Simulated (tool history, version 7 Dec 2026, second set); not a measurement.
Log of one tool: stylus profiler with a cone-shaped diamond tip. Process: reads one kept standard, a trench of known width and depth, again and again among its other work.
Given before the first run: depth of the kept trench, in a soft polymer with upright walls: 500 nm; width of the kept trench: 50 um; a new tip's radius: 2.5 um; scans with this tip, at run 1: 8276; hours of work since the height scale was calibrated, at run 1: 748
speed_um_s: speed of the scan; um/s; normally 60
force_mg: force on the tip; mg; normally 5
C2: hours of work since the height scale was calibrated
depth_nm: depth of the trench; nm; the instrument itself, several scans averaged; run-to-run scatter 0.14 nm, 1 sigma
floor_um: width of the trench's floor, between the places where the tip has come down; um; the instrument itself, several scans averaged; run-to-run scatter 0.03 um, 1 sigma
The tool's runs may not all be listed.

Run 1, hour 0: usual settings; scans with this tip 8276; C2 748. Result: depth_nm 506.76 nm, floor_um 45.2 um.
Run 2, hour 23.2: usual settings; scans with this tip 8424; C2 762. Result: depth_nm 506.72 nm, floor_um 45.19 um.
Run 3, hour 60.6: usual settings; scans with this tip 8664; C2 783. Result: depth_nm 507.02 nm, floor_um 45.17 um.
Run 4, hour 83.6: usual settings; scans with this tip 8811; C2 797. Result: depth_nm 507.06 nm, floor_um 45.13 um.
Run 5, hour 111.7: usual settings; scans with this tip 8991; C2 813. Result: depth_nm 507.02 nm, floor_um 45.07 um.
Run 6, hour 143: usual settings but force_mg 1.91 mg; scans with this tip 9191; C2 831. Result: depth_nm 504.73 nm, floor_um 45.03 um.
Run 7, hour 164.3: usual settings but force_mg 5.57 mg; scans with this tip 9327; C2 843. Result: depth_nm 507.5 nm, floor_um 45.05 um.
Run 8, hour 202.1: usual settings but force_mg 5.57 mg; scans with this tip 9568; C2 865. Result: depth_nm 507.38 nm, floor_um 45 um.
Run 9, hour 227.2: usual settings but force_mg 5.57 mg; scans with this tip 9730; C2 880. Result: depth_nm 507.45 nm, floor_um 44.95 um.
Run 10, hour 244.5: usual settings but force_mg 4.63 mg; scans with this tip 9840; C2 890. Result: depth_nm 507.08 nm, floor_um 44.96 um.
Run 11, hour 278.8: usual settings but speed_um_s 54 um/s; scans with this tip 10059; C2 910. Result: depth_nm 507.24 nm, floor_um 44.88 um.
At hour 291.2: height scale calibrated on a step standard.
Run 12, hour 300.7: usual settings but speed_um_s 72 um/s; scans with this tip 10196; C2 5. Result: depth_nm 504.62 nm, floor_um 44.88 um.
Run 13, hour 330.7: usual settings; scans with this tip 10388; C2 23. Result: depth_nm 504.56 nm, floor_um 44.88 um.
Run 14, hour 349: usual settings but force_mg 4.26 mg; scans with this tip 10505; C2 33. Result: depth_nm 504.28 nm, floor_um 44.85 um.
Run 15, hour 386.8: usual settings but force_mg 4.26 mg; scans with this tip 10746; C2 55. Result: depth_nm 504.43 nm, floor_um 44.81 um.
Run 16, hour 421.6: usual settings but force_mg 4.26 mg; scans with this tip 10969; C2 75. Result: depth_nm 504.36 nm, floor_um 44.84 um.
Run 17, hour 455.9: usual settings but force_mg 2.52 mg; scans with this tip 11189; C2 95. Result: depth_nm 502.72 nm, floor_um 44.68 um.
Run 18, hour 493.7: usual settings; scans with this tip 11430; C2 117. Result: depth_nm 504.76 nm, floor_um 44.76 um.
Run 19, hour 531.6: usual settings; scans with this tip 11673; C2 139. Result: depth_nm 504.6 nm, floor_um 44.66 um.
Run 20, hour 551.2: usual settings but speed_um_s 20 um/s, force_mg 2.15 mg; scans with this tip 11798; C2 150. Result: depth_nm 502.85 nm, floor_um 44.72 um.
Run 21, hour 582.1: usual settings but speed_um_s 84 um/s, force_mg 2.86 mg; scans with this tip 11995; C2 168. Result: depth_nm 503.35 nm, floor_um 44.52 um.
Run 22, hour 600.1: usual settings but speed_um_s 84 um/s, force_mg 2.86 mg; scans with this tip 12111; C2 179. Result: depth_nm 503.46 nm, floor_um 44.5 um.
Run 23, hour 632.6: usual settings but speed_um_s 63 um/s, force_mg 10.16 mg; scans with this tip 12319; C2 197. Result: depth_nm 507.7 nm, floor_um 44.64 um.
Run 24, hour 649.5: usual settings but speed_um_s 91 um/s, force_mg 3.9 mg; scans with this tip 12427; C2 207. Result: depth_nm 504.26 nm, floor_um 44.46 um.
Run 25, hour 667.4: usual settings but speed_um_s 91 um/s, force_mg 3.9 mg; scans with this tip 12541; C2 218. Result: depth_nm 504.51 nm, floor_um 44.46 um.
Run 26, hour 694.8: usual settings but speed_um_s 91 um/s, force_mg 3.9 mg; scans with this tip 12716; C2 233. Result: depth_nm 504.48 nm, floor_um 44.46 um.
Run 27, hour 731.4: usual settings but speed_um_s 147 um/s, force_mg 9.39 mg; scans with this tip 12951; C2 255. Result: depth_nm 507.28 nm, floor_um 44.37 um.
Run 28, hour 747.6: usual settings but speed_um_s 192 um/s, force_mg 7.02 mg; scans with this tip 13054; C2 264. Result: depth_nm 506.32 nm, floor_um 44.31 um.
Run 29, hour 776.2: usual settings but speed_um_s 192 um/s, force_mg 7.02 mg; scans with this tip 13237; C2 280. Result: depth_nm 506.38 nm, floor_um 44.27 um.
Run 30, hour 810.3: usual settings but speed_um_s 83 um/s, force_mg 11.98 mg; scans with this tip 13455; C2 300. Result: depth_nm 508.9 nm, floor_um 44.46 um.
Run 31, hour 837.7: usual settings but speed_um_s 83 um/s, force_mg 11.98 mg; scans with this tip 13630; C2 316. Result: depth_nm 509.18 nm, floor_um 44.42 um.
Run 32, hour 863.5: usual settings but speed_um_s 179 um/s, force_mg 12.19 mg; scans with this tip 13795; C2 331. Result: depth_nm 509.3 nm, floor_um 44.27 um.
Run 33, hour 886.9: usual settings but speed_um_s 179 um/s, force_mg 12.19 mg; scans with this tip 13945; C2 344. Result: depth_nm 509.21 nm, floor_um 44.23 um.
Run 34, hour 903.6: usual settings but speed_um_s 179 um/s, force_mg 12.19 mg; scans with this tip 14052; C2 354. Result: depth_nm 509.32 nm, floor_um 44.22 um.
Run 35, hour 926.6: usual settings but speed_um_s 124 um/s, force_mg 4.48 mg; scans with this tip 14199; C2 367. Result: depth_nm 505.15 nm, floor_um 44.18 um.
Run 36, hour 961.2: usual settings but speed_um_s 27 um/s, force_mg 4.03 mg; scans with this tip 14420; C2 387. Result: depth_nm 504.66 nm, floor_um 44.39 um.
Run 37, hour 977.2: usual settings but speed_um_s 56 um/s, force_mg 2.21 mg; scans with this tip 14523; C2 397. Result: depth_nm 503.64 nm, floor_um 44.22 um.

What if the next run were any one of these 5? Each begins from the tool's condition after run 37:
Run A, hour 1004.6: usual settings but force_mg 12.4 mg; scans with this tip 14698; C2 413. Result: depth_nm ?, floor_um ?.
Run B, hour 1004.6: usual settings but speed_um_s 17 um/s, force_mg 2.83 mg; scans with this tip 14698; C2 413. Result: depth_nm ?, floor_um ?.
Run C, hour 1004.6: usual settings but speed_um_s 95 um/s, force_mg 3.65 mg; scans with this tip 14698; C2 413. Result: depth_nm ?, floor_um ?.
Run D, hour 1004.6: usual settings but speed_um_s 128 um/s; scans with this tip 14698; C2 413. Result: depth_nm ?, floor_um ?.
Run E, hour 1004.6: usual settings but speed_um_s 69 um/s, force_mg 1.86 mg; scans with this tip 14698; C2 413. Result: depth_nm ?, floor_um ?.

run  depth_nm  floor_um
  A    509.48      44.3
  B    504.03     44.32
  C    504.59     44.12
  D    505.62     44.13
  E    503.35     44.17
Without the tool's hidden state the same runs would have given:
run  depth_nm  floor_um
  A    508.56     46.93
  B    503.12     46.95
  C    503.67     46.76
  D    504.71     46.76
  E    502.44      46.8

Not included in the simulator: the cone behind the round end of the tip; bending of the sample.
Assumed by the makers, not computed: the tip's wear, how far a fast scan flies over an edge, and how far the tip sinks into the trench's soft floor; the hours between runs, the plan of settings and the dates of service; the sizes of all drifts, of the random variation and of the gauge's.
